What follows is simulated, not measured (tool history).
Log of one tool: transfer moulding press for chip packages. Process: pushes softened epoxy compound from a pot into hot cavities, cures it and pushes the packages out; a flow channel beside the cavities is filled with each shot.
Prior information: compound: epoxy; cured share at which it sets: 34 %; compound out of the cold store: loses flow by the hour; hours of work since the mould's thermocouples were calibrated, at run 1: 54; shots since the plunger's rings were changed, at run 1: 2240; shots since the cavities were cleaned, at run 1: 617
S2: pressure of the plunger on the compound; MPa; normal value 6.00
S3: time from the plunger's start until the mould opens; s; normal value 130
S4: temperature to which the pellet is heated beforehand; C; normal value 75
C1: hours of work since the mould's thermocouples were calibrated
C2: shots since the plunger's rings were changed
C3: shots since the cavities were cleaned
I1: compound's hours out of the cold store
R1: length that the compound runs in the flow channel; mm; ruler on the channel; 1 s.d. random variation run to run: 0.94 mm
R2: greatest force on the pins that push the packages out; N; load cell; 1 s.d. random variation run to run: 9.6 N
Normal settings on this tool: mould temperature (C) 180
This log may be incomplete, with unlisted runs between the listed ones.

run 1 day=0.000 | mould_temperature_(C)=180 S2=6.00 S3=130 S4=75 | C1=54 C2=2240 C3=617 | I1=10.1 | R1=699.8 R2=434
-- day=2.042 cavities cleaned with cleaning compound and waxed
run 2 day=2.392 | mould_temperature_(C)=180 S2=6.00 S3=130 S4=75 | C1=80 C2=2636 C3=60 | I1=30.1 | R1=666.2 R2=432
run 3 day=4.283 | mould_temperature_(C)=180 S2=6.00 S3=130 S4=75 | C1=100 C2=2957 C3=381 | I1=24.8 | R1=676.3 R2=431
run 4 day=5.404 | mould_temperature_(C)=180 S2=6.00 S3=130 S4=75 | C1=112 C2=3147 C3=571 | I1=22.9 | R1=677.8 R2=456
run 5 day=6.442 | mould_temperature_(C)=180 S2=6.00 S3=130 S4=80 | C1=124 C2=3324 C3=748 | I1=15.6 | R1=690.7 R2=424
-- day=7.592 cavities cleaned with cleaning compound and waxed
run 6 day=7.646 | mould_temperature_(C)=180 S2=6.00 S3=130 S4=80 | C1=136 C2=3518 C3=9 | I1=11.4 | R1=695.1 R2=444
run 7 day=9.029 | mould_temperature_(C)=180 S2=6.00 S3=130 S4=80 | C1=151 C2=3753 C3=244 | I1=20.7 | R1=682.4 R2=449
run 8 day=10.450 | mould_temperature_(C)=180 S2=6.00 S3=130 S4=80 | C1=167 C2=3994 C3=485 | I1=47.4 | R1=641.8 R2=422
run 9 day=11.671 | mould_temperature_(C)=180 S2=6.00 S3=130 S4=80 | C1=180 C2=4202 C3=693 | I1=30.2 | R1=666.4 R2=439
run 10 day=13.008 | mould_temperature_(C)=180 S2=6.00 S3=128 S4=75 | C1=194 C2=4429 C3=920 | I1=17.9 | R1=686.3 R2=452
-- day=13.325 plunger's sealing rings changed
-- day=13.388 cavities cleaned with cleaning compound and waxed
run 11 day=14.879 | mould_temperature_(C)=180 S2=6.00 S3=128 S4=75 | C1=213 C2=254 C3=254 | I1=32.8 | R1=664.1 R2=418
run 12 day=17.208 | mould_temperature_(C)=180 S2=4.85 S3=130 S4=75 | C1=238 C2=649 C3=649 | I1=33.1 | R1=595.4 R2=418
-- day=18.942 cavities cleaned with cleaning compound and waxed
run 13 day=19.371 | mould_temperature_(C)=180 S2=4.85 S3=130 S4=75 | C1=261 C2=1006 C3=73 | I1=12.1 | R1=626.0 R2=427

Estimate the outcome of run 14 from the log above:
run 14 day=21.642 | mould_temperature_(C)=180 S2=6.00 S3=130 S4=69 | C1=286 C2=1392 C3=459 | I1=27.6 | R1=? R2=?

Run 14 measured R1 671.5 mm, R2 436 N.
Without the tool's hidden state the same run would have given R1 671.5 mm, R2 434 N.
